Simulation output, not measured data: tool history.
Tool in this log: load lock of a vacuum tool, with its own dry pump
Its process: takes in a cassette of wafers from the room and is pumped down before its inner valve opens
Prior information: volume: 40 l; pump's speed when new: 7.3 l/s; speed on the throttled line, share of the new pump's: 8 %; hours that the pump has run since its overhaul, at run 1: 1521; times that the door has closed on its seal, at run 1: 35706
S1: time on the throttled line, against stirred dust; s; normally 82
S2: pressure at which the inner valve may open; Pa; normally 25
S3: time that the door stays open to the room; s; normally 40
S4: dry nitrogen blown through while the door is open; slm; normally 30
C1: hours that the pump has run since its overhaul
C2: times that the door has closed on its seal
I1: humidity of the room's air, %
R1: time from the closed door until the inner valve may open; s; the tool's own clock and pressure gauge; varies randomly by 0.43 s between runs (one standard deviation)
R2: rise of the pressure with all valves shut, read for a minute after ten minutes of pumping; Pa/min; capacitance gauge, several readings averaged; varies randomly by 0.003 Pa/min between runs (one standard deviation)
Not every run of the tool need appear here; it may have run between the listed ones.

run,hour,S1,S2,S3,S4,C1,C2,I1,R1,R2
1,0.0,82,25,40,30,1521,35706,41.5,121.6,0.187
2,301.6,82,25,40,30,1822,36791,43.6,122.0,0.196
3,879.3,82,25,40,30,2400,38869,44.6,121.5,0.221
4,1301.8,82,25,40,30,2822,40389,43.0,122.6,0.231
5,1848.7,82,25,40,30,3369,42356,45.1,121.9,0.245
6,2394.7,82,25,40,30,3915,44320,45.9,122.3,0.256
7,2904.6,146,25,40,30,4425,46154,43.0,181.7,0.265
8,3336.6,146,25,40,30,4857,47708,45.3,181.5,0.287
9,3903.5,146,25,40,30,5424,49747,47.0,182.4,0.307
10,4200.1,146,25,40,30,5721,50814,43.2,182.0,0.319
11,4853.0,146,25,40,30,6374,53163,43.5,183.5,0.343
12,5541.1,146,25,40,30,7062,55638,43.3,181.7,0.360
13,6057.8,68,25,40,30,7579,57497,46.4,112.1,0.382
14,6374.3,116,25,40,30,7895,58635,48.4,155.0,0.395
15,6972.5,116,25,40,30,8493,60787,46.7,154.8,0.420
# hour 7037.2: door's seal changed, seat wiped
16,7467.8,44,21,33,6,8987,1549,43.9,92.2,0.039
17,7823.2,111,19,39,21,9342,2827,43.6,154.2,0.033
18,8328.8,80,19,55,25,9848,4646,44.5,125.3,0.034
19,8760.1,80,19,55,25,10279,6198,43.1,125.2,0.035
20,9100.9,100,19,83,25,10620,7424,45.8,143.5,0.048
21,9710.7,46,19,77,25,11230,9617,47.7,95.0,0.053
22,10041.9,45,19,98,25,11561,10808,41.7,94.3,0.059
23,10347.2,45,19,98,25,11866,11907,48.9,93.8,0.064
24,10930.1,45,19,98,25,12449,14003,44.0,94.3,0.071
# hour 11315.8: dry pump taken out, an overhauled one fitted
25,11359.7,45,19,98,25,44,15527,41.5,88.5,0.079

What if the next run were any one of these 5? Each begins from the tool's condition after run 25:
A,12045.5,78,19,98,25,730,17994,40.1,?,?
B,12045.5,136,43,57,25,730,17994,45.7,?,?
C,12045.5,82,29,107,15,730,17994,41.8,?,?
D,12045.5,45,21,98,25,730,17994,44.7,?,?
E,12045.5,82,25,69,30,730,17994,44.6,?,?

run,R1,R2
A,118.8,0.091
B,167.3,0.088
C,120.7,0.100
D,88.7,0.091
E,122.0,0.086
What these runs would have given with no unlogged condition in the tool:
run,R1,R2
A,118.5,0.026
B,167.1,0.024
C,120.4,0.036
D,88.4,0.025
E,121.8,0.023

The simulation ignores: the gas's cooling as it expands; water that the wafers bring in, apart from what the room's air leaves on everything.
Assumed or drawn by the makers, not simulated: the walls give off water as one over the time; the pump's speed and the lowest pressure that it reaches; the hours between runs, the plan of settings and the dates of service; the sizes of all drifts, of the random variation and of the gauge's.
